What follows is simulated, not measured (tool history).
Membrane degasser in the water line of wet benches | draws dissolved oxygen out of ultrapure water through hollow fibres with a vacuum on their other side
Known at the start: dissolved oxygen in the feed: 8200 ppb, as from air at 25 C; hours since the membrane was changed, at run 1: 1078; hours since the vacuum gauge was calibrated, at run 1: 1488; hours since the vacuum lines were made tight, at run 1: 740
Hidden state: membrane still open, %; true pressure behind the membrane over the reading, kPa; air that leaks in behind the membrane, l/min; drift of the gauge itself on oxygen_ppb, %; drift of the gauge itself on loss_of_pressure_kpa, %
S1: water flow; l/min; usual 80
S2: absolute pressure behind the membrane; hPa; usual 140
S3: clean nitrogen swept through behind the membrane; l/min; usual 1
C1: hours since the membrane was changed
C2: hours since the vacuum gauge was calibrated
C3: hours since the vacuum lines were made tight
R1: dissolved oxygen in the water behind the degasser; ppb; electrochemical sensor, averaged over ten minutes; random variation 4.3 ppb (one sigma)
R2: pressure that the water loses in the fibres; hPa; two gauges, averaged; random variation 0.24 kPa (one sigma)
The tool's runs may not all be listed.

run     day  S1   S2    S3    C1    C2    C3      R1     R2
  1       0  80  140     1  1078  1488   740  1332.6  628.2
  2   0.917  80  140     1  1100  1510   762  1331.8  623.8
  3   1.912  80  140     1  1124  1534   786  1338.4    625
  4   3.788  80  140     1  1169  1579   831  1327.1  628.6
  5   5.604  80  183     1  1213  1622   875  1754.3  628.6
  6   7.233  80  140  0.87  1252  1661   914  1446.9  623.6
  7   8.146  80  140  0.87  1274  1683   936  1438.6  627.5
  8  10.071  80  200     1  1320  1730   982  1918.7  628.9
  9  11.971  80  200     1  1366  1775  1028  1920.3    630
 10  14.162  80  200     1  1418  1828  1080  1912.7    632
 11  16.362  80  200     1  1471  1880  1133  1908.3  628.3
 12  17.308  80  140  1.29  1494  1903  1156  1146.1  630.2
 13  19.196  80  140  1.29  1539  1948  1201  1144.1  628.9
 14  21.212  80  206     1  1587  1997  1249  1979.7    630
 15  22.762  80  173     1  1625  2034  1287    1662  629.7

Forecast run 16:
 16  24.783  80  173   1  1673  2083  1335   ?   ?

Run 16 gave R1 1655.8 ppb, R2 630.2 hPa.
Without the tool's hidden state the same run would have given R1 1655.6 ppb, R2 621.2 hPa.
